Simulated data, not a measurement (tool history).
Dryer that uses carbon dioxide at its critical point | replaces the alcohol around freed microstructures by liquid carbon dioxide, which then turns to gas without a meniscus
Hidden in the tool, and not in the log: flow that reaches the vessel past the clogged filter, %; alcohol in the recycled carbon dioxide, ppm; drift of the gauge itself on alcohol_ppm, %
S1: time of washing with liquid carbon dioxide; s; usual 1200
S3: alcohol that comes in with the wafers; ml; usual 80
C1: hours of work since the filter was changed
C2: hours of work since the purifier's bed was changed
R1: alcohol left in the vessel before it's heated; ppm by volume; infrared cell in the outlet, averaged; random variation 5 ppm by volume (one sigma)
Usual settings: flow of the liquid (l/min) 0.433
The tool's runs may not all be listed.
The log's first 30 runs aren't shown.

{"run": 31, "hour": 233.4, "S1": 1200, "flow of the liquid (l/min)": 0.433, "S3": 34, "C1": 361, "C2": 195, "R1": 66}
{"run": 32, "hour": 241.2, "S1": 1200, "flow of the liquid (l/min)": 0.629, "S3": 99, "C1": 364, "C2": 198, "R1": 24}
{"run": 33, "hour": 250.7, "S1": 1560, "flow of the liquid (l/min)": 0.307, "S3": 61, "C1": 367, "C2": 201, "R1": 178}
{"run": 34, "hour": 255.6, "S1": 1080, "flow of the liquid (l/min)": 0.375, "S3": 80, "C1": 369, "C2": 202, "R1": 509}
{"run": 35, "hour": 263.3, "S1": 840, "flow of the liquid (l/min)": 0.321, "S3": 24, "C1": 371, "C2": 205, "R1": 869}
{"run": 36, "hour": 270.8, "S1": 1200, "flow of the liquid (l/min)": 0.537, "S3": 23, "C1": 374, "C2": 207, "R1": 23}
{"run": 37, "hour": 275.1, "S1": 1200, "flow of the liquid (l/min)": 0.458, "S3": 90, "C1": 375, "C2": 209, "R1": 99}
{"run": 38, "hour": 280.0, "S1": 840, "flow of the liquid (l/min)": 0.545, "S3": 80, "C1": 377, "C2": 210, "R1": 243}
{"run": 39, "hour": 287.0, "S1": 1260, "flow of the liquid (l/min)": 0.449, "S3": 90, "C1": 379, "C2": 213, "R1": 86}
{"run": 40, "hour": 292.5, "S1": 1140, "flow of the liquid (l/min)": 0.302, "S3": 29, "C1": 381, "C2": 214, "R1": 434}
{"run": 41, "hour": 300.4, "S1": 1560, "flow of the liquid (l/min)": 0.302, "S3": 76, "C1": 383, "C2": 217, "R1": 259}
{"run": 42, "hour": 304.9, "S1": 900, "flow of the liquid (l/min)": 0.384, "S3": 76, "C1": 385, "C2": 219, "R1": 1025}
{"run": 43, "hour": 309.9, "S1": 900, "flow of the liquid (l/min)": 0.384, "S3": 76, "C1": 387, "C2": 220, "R1": 1038}
{"run": 44, "hour": 317.3, "S1": 900, "flow of the liquid (l/min)": 0.384, "S3": 76, "C1": 389, "C2": 223, "R1": 1047}
{"run": 45, "hour": 325.6, "S1": 900, "flow of the liquid (l/min)": 0.729, "S3": 72, "C1": 392, "C2": 225, "R1": 31}
{"run": 46, "hour": 334.3, "S1": 1020, "flow of the liquid (l/min)": 0.433, "S3": 32, "C1": 395, "C2": 228, "R1": 149}

3 ways to go on from here, each from the tool as it stands after run 46. What would each give?
{"run": "A", "hour": 341.6, "S1": 1080, "flow of the liquid (l/min)": 0.5, "S3": 32, "C1": 397, "C2": 231, "R1": "?"}
{"run": "B", "hour": 341.6, "S1": 1200, "flow of the liquid (l/min)": 0.433, "S3": 80, "C1": 397, "C2": 231, "R1": "?"}
{"run": "C", "hour": 341.6, "S1": 1020, "flow of the liquid (l/min)": 0.627, "S3": 32, "C1": 397, "C2": 231, "R1": "?"}

run=A R1=53
run=B R1=139
run=C R1=35
Without the tool's hidden state the same runs would have given:
run=A R1=11
run=B R1=38
run=C R1=12

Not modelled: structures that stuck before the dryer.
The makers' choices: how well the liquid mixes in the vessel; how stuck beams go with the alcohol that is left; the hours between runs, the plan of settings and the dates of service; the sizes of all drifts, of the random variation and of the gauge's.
